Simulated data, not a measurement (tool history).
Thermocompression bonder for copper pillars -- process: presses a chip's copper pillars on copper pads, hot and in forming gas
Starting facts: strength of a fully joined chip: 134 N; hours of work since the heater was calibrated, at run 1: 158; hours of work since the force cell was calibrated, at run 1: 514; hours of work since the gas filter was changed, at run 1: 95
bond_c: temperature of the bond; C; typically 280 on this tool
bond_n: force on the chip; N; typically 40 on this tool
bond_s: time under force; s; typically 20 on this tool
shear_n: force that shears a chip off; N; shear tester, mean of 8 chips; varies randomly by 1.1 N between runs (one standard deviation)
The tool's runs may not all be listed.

| run | hour | bond_c | bond_n | bond_s | hours of work since the heater was calibrated | hours of work since the force cell was calibrated | hours of work since the gas filter was changed | shear_n |
|---|---|---|---|---|---|---|---|---|
| 1 | 0 | 280 | 40 | 20 | 158 | 514 | 95 | 94.3 |
| 2 | 68.9 | 280 | 40 | 34 | 189 | 546 | 127 | 106.9 |
| 3 | 125 | 280 | 40 | 34 | 215 | 571 | 153 | 104.2 |
| 4 | 193 | 280 | 40 | 34 | 246 | 602 | 184 | 104.9 |
| 5 | 269 | 280 | 40 | 34 | 281 | 637 | 219 | 102.3 |
| 6 | 306.5 | 280 | 40 | 14 | 298 | 655 | 236 | 82.7 |
| 7 | 344 | 280 | 40 | 13 | 315 | 672 | 253 | 81.1 |
| 8 | 389.9 | 280 | 40 | 13 | 337 | 693 | 274 | 80.6 |
| 9 | 447.2 | 280 | 40 | 20 | 363 | 719 | 300 | 88.9 |
| 10 | 486.6 | 280 | 40 | 20 | 381 | 737 | 318 | 91 |
| 11 | 527.8 | 280 | 40 | 20 | 400 | 756 | 337 | 87.8 |
| 12 | 603.5 | 280 | 39 | 20 | 434 | 791 | 372 | 86.9 |
| 13 | 664.5 | 280 | 39 | 20 | 462 | 819 | 400 | 87 |
|  | 729.9 | forming gas filter changed |
| 14 | 730.9 | 280 | 33 | 20 | 493 | 849 | 0 | 84 |
| 15 | 786.8 | 280 | 33 | 20 | 518 | 875 | 26 | 82.6 |
| 16 | 839.2 | 280 | 33 | 20 | 542 | 899 | 50 | 80.8 |
| 17 | 892.7 | 280 | 33 | 20 | 567 | 923 | 75 | 80.6 |
|  | 901.2 | heater calibrated with a thermocouple chip |
| 18 | 936 | 280 | 33 | 20 | 16 | 942 | 94 | 79.8 |
| 19 | 993.6 | 280 | 33 | 20 | 42 | 968 | 120 | 77.9 |
| 20 | 1058.9 | 280 | 33 | 20 | 72 | 998 | 150 | 79 |
| 21 | 1120.9 | 280 | 40 | 39 | 101 | 1027 | 178 | 105.6 |
| 22 | 1177.8 | 280 | 31 | 49 | 127 | 1053 | 204 | 94.9 |
| 23 | 1232.6 | 277 | 38 | 17 | 152 | 1078 | 230 | 77.7 |
| 24 | 1266.3 | 280 | 50 | 54 | 167 | 1094 | 245 | 114.9 |
|  | 1295.8 | heater calibrated with a thermocouple chip, once more |
| 25 | 1311 | 294 | 49 | 27 | 7 | 1113 | 265 | 114 |
| 26 | 1387.1 | 294 | 49 | 27 | 42 | 1148 | 300 | 116.2 |
| 27 | 1455.6 | 303 | 44 | 20 | 73 | 1179 | 331 | 108.6 |
| 28 | 1521.7 | 255 | 35 | 20 | 104 | 1210 | 361 | 71 |
| 29 | 1569.5 | 273 | 50 | 22 | 126 | 1232 | 383 | 100.1 |
| 30 | 1624.3 | 280 | 40 | 11 | 151 | 1257 | 408 | 76.1 |
| 31 | 1665 | 273 | 44 | 27 | 169 | 1275 | 427 | 98.1 |
|  | 1669.5 | forming gas filter changed |
| 32 | 1703 | 273 | 44 | 27 | 186 | 1293 | 15 | 104.4 |
| 33 | 1745.8 | 273 | 44 | 27 | 206 | 1312 | 35 | 104 |
| 34 | 1782.7 | 273 | 42 | 39 | 223 | 1329 | 52 | 108.8 |
| 35 | 1854.9 | 257 | 28 | 20 | 256 | 1362 | 85 | 60.1 |
| 36 | 1914.4 | 305 | 44 | 11 | 283 | 1390 | 112 | 99.8 |
| 37 | 1971.5 | 255 | 26 | 33 | 310 | 1416 | 139 | 68.3 |
| 38 | 2007.1 | 273 | 39 | 56 | 326 | 1432 | 155 | 109.8 |
| 39 | 2064.4 | 286 | 24 | 26 | 352 | 1458 | 181 | 74.6 |

Hidden state or all else? Some run-to-run changes of shear_n, split into what the settings, what came in and random variation would give without the hidden state, and what is left for the hidden state (with any gauge scatter that isn't in both results):
Hidden conditions of the tool in this case: true temperature of the bond over the reading, C; force that reaches the chip, % of what is set; oxide that the forming gas leaves, % of the face; drift of the gauge itself on shear_n, %.
Run 13 -> 14: bond_n 39 -> 33, forming gas filter changed. shear_n -3 N: hidden state +4.1, all else -7.1.
Run 24 -> 25: bond_c 280 -> 294, bond_n 50 -> 49, bond_s 54 -> 27, heater calibrated with a thermocouple chip, once more. shear_n -0.9 N: hidden state +4.4, all else -5.3.
Run 31 -> 32: forming gas filter changed. shear_n +6.3 N: hidden state +5.4, all else +0.9.
Run 34 -> 35: bond_c 273 -> 257, bond_n 42 -> 28, bond_s 39 -> 20. shear_n -48.7 N: hidden state -0.6, all else -48.1.
Run 35 -> 36: bond_c 257 -> 305, bond_n 28 -> 44, bond_s 20 -> 11. shear_n +39.7 N: hidden state -1.1, all else +40.8.
Run 37 -> 38: bond_c 255 -> 273, bond_n 26 -> 39, bond_s 33 -> 56. shear_n +41.5 N: hidden state -0.3, all else +41.8.
